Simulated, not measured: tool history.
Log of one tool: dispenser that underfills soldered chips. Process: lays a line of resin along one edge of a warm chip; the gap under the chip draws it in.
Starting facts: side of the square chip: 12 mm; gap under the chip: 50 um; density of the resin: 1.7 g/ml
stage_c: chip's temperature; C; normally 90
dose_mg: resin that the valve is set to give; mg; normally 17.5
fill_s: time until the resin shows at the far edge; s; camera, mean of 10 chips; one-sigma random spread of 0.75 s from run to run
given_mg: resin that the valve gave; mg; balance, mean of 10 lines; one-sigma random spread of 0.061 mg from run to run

run 1 day=0 | stage_c=90 dose_mg=17.5 | fill_s=91 given_mg=16.96
run 2 day=0.154 | stage_c=90 dose_mg=17.5 | fill_s=102.9 given_mg=17.08
-- day=0.238 new syringe of resin
run 3 day=0.4 | stage_c=90 dose_mg=17.5 | fill_s=80.8 given_mg=16.98
run 4 day=0.525 | stage_c=90 dose_mg=17.5 | fill_s=90.5 given_mg=17.11
-- day=0.729 new syringe of resin
run 5 day=0.754 | stage_c=100 dose_mg=17.5 | fill_s=51 given_mg=16.97
run 6 day=0.862 | stage_c=100 dose_mg=16.1 | fill_s=59.3 given_mg=15.59
run 7 day=1.071 | stage_c=90 dose_mg=19.5 | fill_s=92.5 given_mg=18.95
-- day=1.229 new syringe of resin
run 8 day=1.308 | stage_c=90 dose_mg=19.5 | fill_s=71.7 given_mg=18.94
run 9 day=1.454 | stage_c=90 dose_mg=15.6 | fill_s=88.3 given_mg=15.13
run 10 day=1.662 | stage_c=90 dose_mg=15.6 | fill_s=109 given_mg=15.12
-- day=1.721 new syringe of resin
run 11 day=1.867 | stage_c=90 dose_mg=15.6 | fill_s=80.1 given_mg=15.1
run 12 day=2.05 | stage_c=90 dose_mg=15.6 | fill_s=95.8 given_mg=15.05
-- day=2.225 new syringe of resin
run 13 day=2.254 | stage_c=90 dose_mg=15.6 | fill_s=70.9 given_mg=14.91
run 14 day=2.362 | stage_c=90 dose_mg=15.6 | fill_s=78.8 given_mg=14.91
run 15 day=2.471 | stage_c=90 dose_mg=15.6 | fill_s=92 given_mg=14.96
run 16 day=2.612 | stage_c=90 dose_mg=15.6 | fill_s=104.4 given_mg=15.02
-- day=2.725 new syringe of resin
run 17 day=2.788 | stage_c=90 dose_mg=15.6 | fill_s=75.1 given_mg=14.93
run 18 day=3 | stage_c=94 dose_mg=15.6 | fill_s=80.8 given_mg=14.98
-- day=3.225 new syringe of resin
run 19 day=3.225 | stage_c=94 dose_mg=15.6 | fill_s=62.1 given_mg=14.83
run 20 day=3.421 | stage_c=90 dose_mg=15.6 | fill_s=84 given_mg=14.86
run 21 day=3.538 | stage_c=87 dose_mg=16.7 | fill_s=101.4 given_mg=16.05
-- day=3.717 new syringe of resin
run 22 day=3.717 | stage_c=87 dose_mg=16.7 | fill_s=75 given_mg=15.92
run 23 day=3.842 | stage_c=94 dose_mg=19.9 | fill_s=66.4 given_mg=19
run 24 day=3.983 | stage_c=101 dose_mg=19.6 | fill_s=61.9 given_mg=18.54
run 25 day=4.104 | stage_c=101 dose_mg=19.6 | fill_s=71.6 given_mg=18.66
-- day=4.208 new syringe of resin
run 26 day=4.35 | stage_c=81 dose_mg=17.7 | fill_s=102.1 given_mg=16.75
run 27 day=4.592 | stage_c=81 dose_mg=17.7 | fill_s=129.6 given_mg=16.79
-- day=4.717 new syringe of resin
run 28 day=4.75 | stage_c=102 dose_mg=21.6 | fill_s=46.7 given_mg=20.35
run 29 day=4.921 | stage_c=76 dose_mg=18.3 | fill_s=127.8 given_mg=17.24
run 30 day=5.146 | stage_c=99 dose_mg=18.6 | fill_s=78.1 given_mg=17.52
-- day=5.225 new syringe of resin
run 31 day=5.404 | stage_c=78 dose_mg=19.6 | fill_s=116 given_mg=18.45
run 32 day=5.554 | stage_c=78 dose_mg=16.9 | fill_s=139 given_mg=15.94
run 33 day=5.679 | stage_c=95 dose_mg=16.3 | fill_s=94.6 given_mg=15.38
-- day=5.733 new syringe of resin
run 34 day=5.879 | stage_c=95 dose_mg=16.3 | fill_s=68.3 given_mg=15.29
run 35 day=6.121 | stage_c=95 dose_mg=16.3 | fill_s=83.8 given_mg=15.22

Predict each of these 5 candidate next runs independently; none follows another, all start after run 35:
-- day=6.238 new syringe of resin
run A day=6.375 | stage_c=89 dose_mg=16.3 | fill_s=? given_mg=?
-- day=6.238 new syringe of resin
run B day=6.375 | stage_c=90 dose_mg=15.3 | fill_s=? given_mg=?
-- day=6.238 new syringe of resin
run C day=6.375 | stage_c=92 dose_mg=19.2 | fill_s=? given_mg=?
-- day=6.238 new syringe of resin
run D day=6.375 | stage_c=104 dose_mg=18.4 | fill_s=? given_mg=?
-- day=6.238 new syringe of resin
run E day=6.375 | stage_c=93 dose_mg=18.5 | fill_s=? given_mg=?

run=A fill_s=81.1 given_mg=15.25
run=B fill_s=82.7 given_mg=14.32
run=C fill_s=70.9 given_mg=17.98
run=D fill_s=50.8 given_mg=17.14
run=E fill_s=70 given_mg=17.28
Take away the tool's hidden state, keep each run's random variation, and the runs would have read:
run=A fill_s=71.8 given_mg=16.32
run=B fill_s=72.9 given_mg=15.33
run=C fill_s=63.4 given_mg=19.24
run=D fill_s=45.3 given_mg=18.35
run=E fill_s=62.5 given_mg=18.5
